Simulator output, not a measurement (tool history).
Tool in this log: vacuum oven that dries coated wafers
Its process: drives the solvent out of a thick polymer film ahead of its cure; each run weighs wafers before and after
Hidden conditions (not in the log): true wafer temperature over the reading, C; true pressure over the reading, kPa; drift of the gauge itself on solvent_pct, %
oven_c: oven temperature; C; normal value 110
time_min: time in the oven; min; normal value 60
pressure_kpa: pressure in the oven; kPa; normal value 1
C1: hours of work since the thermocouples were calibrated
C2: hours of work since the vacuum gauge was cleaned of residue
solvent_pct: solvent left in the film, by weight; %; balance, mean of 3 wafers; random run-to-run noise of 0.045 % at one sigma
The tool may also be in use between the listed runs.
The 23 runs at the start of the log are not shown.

run 24 hour=671.3 | oven_c=116 time_min=60 pressure_kpa=1 | C1=465 C2=1622 | solvent_pct=1.42
run 25 hour=688.7 | oven_c=110 time_min=96 pressure_kpa=0.62 | C1=478 C2=1634 | solvent_pct=1.25
run 26 hour=707.1 | oven_c=95 time_min=60 pressure_kpa=2.07 | C1=491 C2=1647 | solvent_pct=6.54
run 27 hour=731.9 | oven_c=95 time_min=60 pressure_kpa=2.07 | C1=509 C2=1665 | solvent_pct=6.67
run 28 hour=757.3 | oven_c=95 time_min=60 pressure_kpa=2.07 | C1=527 C2=1683 | solvent_pct=6.59
run 29 hour=795.8 | oven_c=116 time_min=60 pressure_kpa=0.74 | C1=554 C2=1711 | solvent_pct=1.28
run 30 hour=818.4 | oven_c=102 time_min=63 pressure_kpa=0.9 | C1=571 C2=1727 | solvent_pct=3.34
run 31 hour=851.2 | oven_c=102 time_min=63 pressure_kpa=0.9 | C1=594 C2=1751 | solvent_pct=3.24
run 32 hour=881.7 | oven_c=102 time_min=63 pressure_kpa=0.9 | C1=616 C2=1772 | solvent_pct=3.33
run 33 hour=917.4 | oven_c=121 time_min=90 pressure_kpa=0.9 | C1=641 C2=1798 | solvent_pct=1.03
run 34 hour=953 | oven_c=121 time_min=90 pressure_kpa=0.9 | C1=667 C2=1823 | solvent_pct=1.09
run 35 hour=975 | oven_c=110 time_min=60 pressure_kpa=1 | C1=683 C2=1839 | solvent_pct=2.12
run 36 hour=1008.7 | oven_c=110 time_min=60 pressure_kpa=1 | C1=707 C2=1863 | solvent_pct=2.06
run 37 hour=1042.7 | oven_c=108 time_min=53 pressure_kpa=2.51 | C1=731 C2=1888 | solvent_pct=4.21
run 38 hour=1075.5 | oven_c=108 time_min=53 pressure_kpa=2.51 | C1=755 C2=1911 | solvent_pct=4.14
run 39 hour=1108.8 | oven_c=108 time_min=37 pressure_kpa=0.61 | C1=778 C2=1935 | solvent_pct=3.32
run 40 hour=1146.7 | oven_c=110 time_min=50 pressure_kpa=1 | C1=805 C2=1962 | solvent_pct=2.42
run 41 hour=1167 | oven_c=111 time_min=46 pressure_kpa=1.14 | C1=820 C2=1977 | solvent_pct=2.56
run 42 hour=1185.8 | oven_c=104 time_min=35 pressure_kpa=3.86 | C1=834 C2=1990 | solvent_pct=7.47
-- hour=1195.8 oven's thermocouples calibrated
run 43 hour=1224.8 | oven_c=110 time_min=104 pressure_kpa=2.37 | C1=21 C2=2017 | solvent_pct=3.18
run 44 hour=1250.9 | oven_c=110 time_min=104 pressure_kpa=2.37 | C1=39 C2=2035 | solvent_pct=3.22
run 45 hour=1283 | oven_c=100 time_min=91 pressure_kpa=1.4 | C1=62 C2=2058 | solvent_pct=3.76
run 46 hour=1299.2 | oven_c=108 time_min=67 pressure_kpa=1.69 | C1=74 C2=2070 | solvent_pct=3.09

Each row is a separate what-if for the run after 46, all from the same tool condition, not one after another. Results?
run A hour=1337 | oven_c=120 time_min=59 pressure_kpa=0.58 | C1=101 C2=2097 | solvent_pct=?
run B hour=1337 | oven_c=120 time_min=92 pressure_kpa=2.92 | C1=101 C2=2097 | solvent_pct=?
run C hour=1337 | oven_c=103 time_min=83 pressure_kpa=1.69 | C1=101 C2=2097 | solvent_pct=?

run=A solvent_pct=0.97
run=B solvent_pct=2.58
run=C solvent_pct=3.73
The same runs, with their run-to-run variation unchanged, on a tool lacking any hidden condition would have given:
run=A solvent_pct=0.51
run=B solvent_pct=2.14
run=C solvent_pct=3
